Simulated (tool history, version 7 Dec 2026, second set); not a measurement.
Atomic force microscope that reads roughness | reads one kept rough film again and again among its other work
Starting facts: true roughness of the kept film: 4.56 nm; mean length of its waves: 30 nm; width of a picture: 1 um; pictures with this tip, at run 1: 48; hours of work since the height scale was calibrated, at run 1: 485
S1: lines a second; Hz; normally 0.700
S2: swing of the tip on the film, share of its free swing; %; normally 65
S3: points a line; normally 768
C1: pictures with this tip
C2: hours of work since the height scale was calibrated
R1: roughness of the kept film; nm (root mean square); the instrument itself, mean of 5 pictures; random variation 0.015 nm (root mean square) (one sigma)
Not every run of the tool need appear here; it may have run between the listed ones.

run 1 hour=0.0 | S1=0.700 S2=65 S3=768 | C1=48 C2=485 | R1=3.532
run 2 hour=24.9 | S1=0.700 S2=65 S3=702 | C1=93 C2=500 | R1=3.423
run 3 hour=35.3 | S1=0.700 S2=65 S3=768 | C1=112 C2=506 | R1=3.372
run 4 hour=46.7 | S1=0.700 S2=65 S3=768 | C1=132 C2=513 | R1=3.365
run 5 hour=60.9 | S1=0.700 S2=65 S3=768 | C1=158 C2=521 | R1=3.290
run 6 hour=75.6 | S1=1.425 S2=65 S3=768 | C1=184 C2=530 | R1=3.196
run 7 hour=97.8 | S1=1.425 S2=65 S3=768 | C1=224 C2=543 | R1=3.087
run 8 hour=112.9 | S1=1.425 S2=65 S3=768 | C1=251 C2=552 | R1=3.032
-- hour=125.8 new tip fitted
run 9 hour=127.7 | S1=1.425 S2=65 S3=768 | C1=3 C2=560 | R1=3.639
run 10 hour=149.4 | S1=1.425 S2=65 S3=768 | C1=42 C2=573 | R1=3.529
run 11 hour=160.4 | S1=0.700 S2=65 S3=768 | C1=62 C2=579 | R1=3.543
run 12 hour=184.4 | S1=0.700 S2=65 S3=768 | C1=105 C2=593 | R1=3.413
run 13 hour=196.5 | S1=0.700 S2=65 S3=416 | C1=127 C2=600 | R1=3.352
run 14 hour=217.0 | S1=0.700 S2=65 S3=416 | C1=164 C2=612 | R1=3.268
run 15 hour=227.5 | S1=0.700 S2=65 S3=416 | C1=182 C2=619 | R1=3.247
run 16 hour=245.2 | S1=0.700 S2=65 S3=416 | C1=214 C2=629 | R1=3.177
run 17 hour=265.7 | S1=0.700 S2=65 S3=416 | C1=251 C2=641 | R1=3.079
-- hour=277.7 new tip fitted
run 18 hour=281.5 | S1=0.700 S2=65 S3=416 | C1=7 C2=650 | R1=3.636
run 19 hour=306.6 | S1=0.700 S2=63 S3=416 | C1=52 C2=665 | R1=3.544
run 20 hour=320.1 | S1=0.700 S2=65 S3=768 | C1=76 C2=673 | R1=3.450
run 21 hour=333.3 | S1=0.700 S2=65 S3=768 | C1=100 C2=680 | R1=3.388
run 22 hour=358.2 | S1=1.085 S2=84 S3=559 | C1=145 C2=695 | R1=3.104
run 23 hour=371.0 | S1=1.721 S2=57 S3=619 | C1=168 C2=702 | R1=3.218
run 24 hour=392.8 | S1=2.383 S2=88 S3=361 | C1=207 C2=715 | R1=2.712
run 25 hour=413.8 | S1=1.064 S2=83 S3=457 | C1=245 C2=728 | R1=2.947
run 26 hour=428.6 | S1=1.064 S2=83 S3=457 | C1=271 C2=736 | R1=2.907
-- hour=430.8 new tip fitted
run 27 hour=439.7 | S1=1.064 S2=83 S3=457 | C1=16 C2=743 | R1=3.424
run 28 hour=464.9 | S1=1.064 S2=83 S3=457 | C1=62 C2=757 | R1=3.322
run 29 hour=476.1 | S1=1.064 S2=83 S3=457 | C1=82 C2=764 | R1=3.290
run 30 hour=491.1 | S1=0.525 S2=83 S3=562 | C1=109 C2=773 | R1=3.330
run 31 hour=512.5 | S1=0.525 S2=83 S3=562 | C1=147 C2=785 | R1=3.256
run 32 hour=525.8 | S1=3.690 S2=65 S3=768 | C1=171 C2=793 | R1=3.048
run 33 hour=545.3 | S1=0.831 S2=71 S3=288 | C1=206 C2=804 | R1=3.077
run 34 hour=558.6 | S1=0.831 S2=71 S3=288 | C1=230 C2=812 | R1=3.027
-- hour=582.5 new tip fitted
run 35 hour=582.8 | S1=1.905 S2=67 S3=768 | C1=1 C2=826 | R1=3.547
run 36 hour=604.6 | S1=1.905 S2=67 S3=768 | C1=40 C2=839 | R1=3.476
run 37 hour=625.4 | S1=1.905 S2=61 S3=679 | C1=78 C2=851 | R1=3.428
run 38 hour=650.8 | S1=1.905 S2=61 S3=679 | C1=123 C2=866 | R1=3.309
run 39 hour=666.5 | S1=1.905 S2=61 S3=679 | C1=151 C2=875 | R1=3.243
run 40 hour=682.5 | S1=3.753 S2=65 S3=768 | C1=180 C2=885 | R1=3.049
run 41 hour=696.9 | S1=0.713 S2=79 S3=958 | C1=206 C2=893 | R1=3.131
run 42 hour=714.1 | S1=0.645 S2=75 S3=494 | C1=237 C2=903 | R1=3.055

Here are 5 independent what-if runs from the current tool condition. What would each one return?
run A hour=728.0 | S1=0.700 S2=76 S3=768 | C1=262 C2=911 | R1=?
run B hour=728.0 | S1=1.014 S2=90 S3=933 | C1=262 C2=911 | R1=?
run C hour=728.0 | S1=0.700 S2=66 S3=658 | C1=262 C2=911 | R1=?
run D hour=728.0 | S1=1.125 S2=63 S3=568 | C1=262 C2=911 | R1=?
run E hour=728.0 | S1=0.700 S2=62 S3=768 | C1=262 C2=911 | R1=?

run=A R1=3.028
run=B R1=2.891
run=C R1=3.052
run=D R1=3.037
run=E R1=3.063
Had the tool no hidden state, the same runs would have come out as:
run=A R1=3.703
run=B R1=3.538
run=C R1=3.734
run=D R1=3.716
run=E R1=3.746
